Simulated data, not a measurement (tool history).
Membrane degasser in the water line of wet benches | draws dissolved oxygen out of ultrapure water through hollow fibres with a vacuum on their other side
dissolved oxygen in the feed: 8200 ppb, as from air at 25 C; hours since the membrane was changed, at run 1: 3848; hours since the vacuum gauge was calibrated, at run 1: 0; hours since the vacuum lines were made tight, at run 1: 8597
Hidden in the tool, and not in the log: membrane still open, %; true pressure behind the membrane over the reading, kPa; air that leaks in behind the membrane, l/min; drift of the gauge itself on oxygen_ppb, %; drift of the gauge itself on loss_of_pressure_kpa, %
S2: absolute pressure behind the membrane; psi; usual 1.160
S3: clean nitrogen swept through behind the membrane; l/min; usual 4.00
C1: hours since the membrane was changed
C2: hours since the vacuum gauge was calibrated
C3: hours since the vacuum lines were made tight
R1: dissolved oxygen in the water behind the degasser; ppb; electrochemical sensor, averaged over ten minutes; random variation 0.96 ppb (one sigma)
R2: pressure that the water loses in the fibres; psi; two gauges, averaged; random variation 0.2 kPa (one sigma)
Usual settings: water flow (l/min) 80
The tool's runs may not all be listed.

{"run": 1, "day": 0.0, "water flow (l/min)": 80, "S2": 1.16, "S3": 4.0, "C1": 3848, "C2": 0, "C3": 8597, "R1": 211.6, "R2": 6.657}
{"run": 2, "day": 6.242, "water flow (l/min)": 80, "S2": 1.16, "S3": 4.0, "C1": 3998, "C2": 150, "C3": 8747, "R1": 210.9, "R2": 6.631}
{"run": 3, "day": 13.808, "water flow (l/min)": 80, "S2": 1.16, "S3": 4.0, "C1": 4180, "C2": 331, "C3": 8928, "R1": 211.6, "R2": 6.617}
{"run": 4, "day": 21.496, "water flow (l/min)": 80, "S2": 1.16, "S3": 4.0, "C1": 4364, "C2": 516, "C3": 9113, "R1": 208.5, "R2": 6.649}
{"run": 5, "day": 25.483, "water flow (l/min)": 80, "S2": 1.16, "S3": 4.0, "C1": 4460, "C2": 612, "C3": 9209, "R1": 210.7, "R2": 6.628}
{"day": 25.925, "done": "seals of the vacuum lines changed"}
{"run": 6, "day": 31.2, "water flow (l/min)": 80, "S2": 1.16, "S3": 4.0, "C1": 4595, "C2": 747, "C3": 127, "R1": 209.5, "R2": 6.649}
{"run": 7, "day": 36.962, "water flow (l/min)": 62, "S2": 1.16, "S3": 4.0, "C1": 4733, "C2": 885, "C3": 265, "R1": 166.3, "R2": 5.136}
{"run": 8, "day": 41.0, "water flow (l/min)": 62, "S2": 1.16, "S3": 4.0, "C1": 4830, "C2": 982, "C3": 362, "R1": 166.7, "R2": 5.204}
{"run": 9, "day": 47.462, "water flow (l/min)": 62, "S2": 1.16, "S3": 4.0, "C1": 4985, "C2": 1137, "C3": 517, "R1": 167.8, "R2": 5.191}
{"run": 10, "day": 52.204, "water flow (l/min)": 80, "S2": 1.16, "S3": 4.0, "C1": 5099, "C2": 1251, "C3": 631, "R1": 208.8, "R2": 6.646}
{"run": 11, "day": 58.638, "water flow (l/min)": 80, "S2": 1.16, "S3": 4.0, "C1": 5254, "C2": 1405, "C3": 785, "R1": 211.6, "R2": 6.662}
{"run": 12, "day": 65.125, "water flow (l/min)": 80, "S2": 1.16, "S3": 4.0, "C1": 5409, "C2": 1561, "C3": 941, "R1": 207.9, "R2": 6.637}
{"run": 13, "day": 71.079, "water flow (l/min)": 80, "S2": 1.16, "S3": 4.0, "C1": 5552, "C2": 1704, "C3": 1084, "R1": 208.3, "R2": 6.704}
{"run": 14, "day": 74.792, "water flow (l/min)": 80, "S2": 1.16, "S3": 4.0, "C1": 5641, "C2": 1793, "C3": 1173, "R1": 207.4, "R2": 6.657}
{"run": 15, "day": 80.817, "water flow (l/min)": 80, "S2": 1.16, "S3": 4.0, "C1": 5786, "C2": 1938, "C3": 1317, "R1": 207.5, "R2": 6.705}
{"run": 16, "day": 84.733, "water flow (l/min)": 80, "S2": 1.16, "S3": 4.0, "C1": 5880, "C2": 2032, "C3": 1411, "R1": 209.1, "R2": 6.662}
{"run": 17, "day": 90.629, "water flow (l/min)": 124, "S2": 1.278, "S3": 8.42, "C1": 6021, "C2": 2173, "C3": 1553, "R1": 192.9, "R2": 10.288}
{"run": 18, "day": 95.704, "water flow (l/min)": 111, "S2": 2.033, "S3": 8.42, "C1": 6143, "C2": 2295, "C3": 1675, "R1": 319.3, "R2": 9.211}
{"run": 19, "day": 99.217, "water flow (l/min)": 57, "S2": 2.176, "S3": 8.42, "C1": 6227, "C2": 2379, "C3": 1759, "R1": 185.2, "R2": 4.764}
{"run": 20, "day": 106.746, "water flow (l/min)": 71, "S2": 0.844, "S3": 4.1, "C1": 6408, "C2": 2560, "C3": 1940, "R1": 100.5, "R2": 5.909}
{"run": 21, "day": 110.333, "water flow (l/min)": 93, "S2": 1.16, "S3": 4.0, "C1": 6494, "C2": 2646, "C3": 2026, "R1": 237.2, "R2": 7.76}
{"run": 22, "day": 114.917, "water flow (l/min)": 68, "S2": 1.492, "S3": 4.0, "C1": 6604, "C2": 2756, "C3": 2136, "R1": 260.4, "R2": 5.703}
{"run": 23, "day": 119.858, "water flow (l/min)": 68, "S2": 1.492, "S3": 4.0, "C1": 6723, "C2": 2875, "C3": 2254, "R1": 259.7, "R2": 5.664}
{"run": 24, "day": 125.679, "water flow (l/min)": 68, "S2": 1.492, "S3": 4.0, "C1": 6862, "C2": 3014, "C3": 2394, "R1": 258.7, "R2": 5.681}
{"run": 25, "day": 130.85, "water flow (l/min)": 67, "S2": 0.79, "S3": 4.0, "C1": 6987, "C2": 3138, "C3": 2518, "R1": 83.5, "R2": 5.593}
{"run": 26, "day": 134.721, "water flow (l/min)": 112, "S2": 0.79, "S3": 4.0, "C1": 7079, "C2": 3231, "C3": 2611, "R1": 136.4, "R2": 9.323}
{"run": 27, "day": 138.842, "water flow (l/min)": 60, "S2": 1.16, "S3": 3.69, "C1": 7178, "C2": 3330, "C3": 2710, "R1": 170.5, "R2": 4.978}
{"run": 28, "day": 143.708, "water flow (l/min)": 60, "S2": 1.16, "S3": 3.69, "C1": 7295, "C2": 3447, "C3": 2827, "R1": 168.8, "R2": 5.005}
{"day": 145.912, "done": "gauge calibrated"}
{"run": 29, "day": 150.446, "water flow (l/min)": 81, "S2": 1.745, "S3": 7.45, "C1": 7457, "C2": 3609, "C3": 2988, "R1": 221.4, "R2": 6.722}
{"run": 30, "day": 156.592, "water flow (l/min)": 81, "S2": 1.745, "S3": 1.8, "C1": 7604, "C2": 3756, "C3": 3136, "R1": 725.3, "R2": 6.77}
{"run": 31, "day": 161.083, "water flow (l/min)": 57, "S2": 1.587, "S3": 1.8, "C1": 7712, "C2": 3864, "C3": 3244, "R1": 484.8, "R2": 4.706}
{"run": 32, "day": 165.171, "water flow (l/min)": 57, "S2": 1.587, "S3": 1.8, "C1": 7810, "C2": 3962, "C3": 3342, "R1": 489.3, "R2": 4.804}

3 ways to go on from here, each from the tool as it stands after run 32. What would each give?
{"run": "A", "day": 172.671, "water flow (l/min)": 57, "S2": 2.643, "S3": 1.8, "C1": 7990, "C2": 4142, "C3": 3522, "R1": "?", "R2": "?"}
{"run": "B", "day": 172.671, "water flow (l/min)": 127, "S2": 1.17, "S3": 2.25, "C1": 7990, "C2": 4142, "C3": 3522, "R1": "?", "R2": "?"}
{"run": "C", "day": 172.671, "water flow (l/min)": 57, "S2": 0.944, "S3": 1.8, "C1": 7990, "C2": 4142, "C3": 3522, "R1": "?", "R2": "?"}

run=A R1=896.0 R2=4.756
run=B R1=498.4 R2=10.582
run=C R1=215.2 R2=4.738
Without the tool's hidden state the same runs would have given:
run=A R1=900.6 R2=4.750
run=B R1=500.6 R2=10.570
run=C R1=216.1 R2=4.733

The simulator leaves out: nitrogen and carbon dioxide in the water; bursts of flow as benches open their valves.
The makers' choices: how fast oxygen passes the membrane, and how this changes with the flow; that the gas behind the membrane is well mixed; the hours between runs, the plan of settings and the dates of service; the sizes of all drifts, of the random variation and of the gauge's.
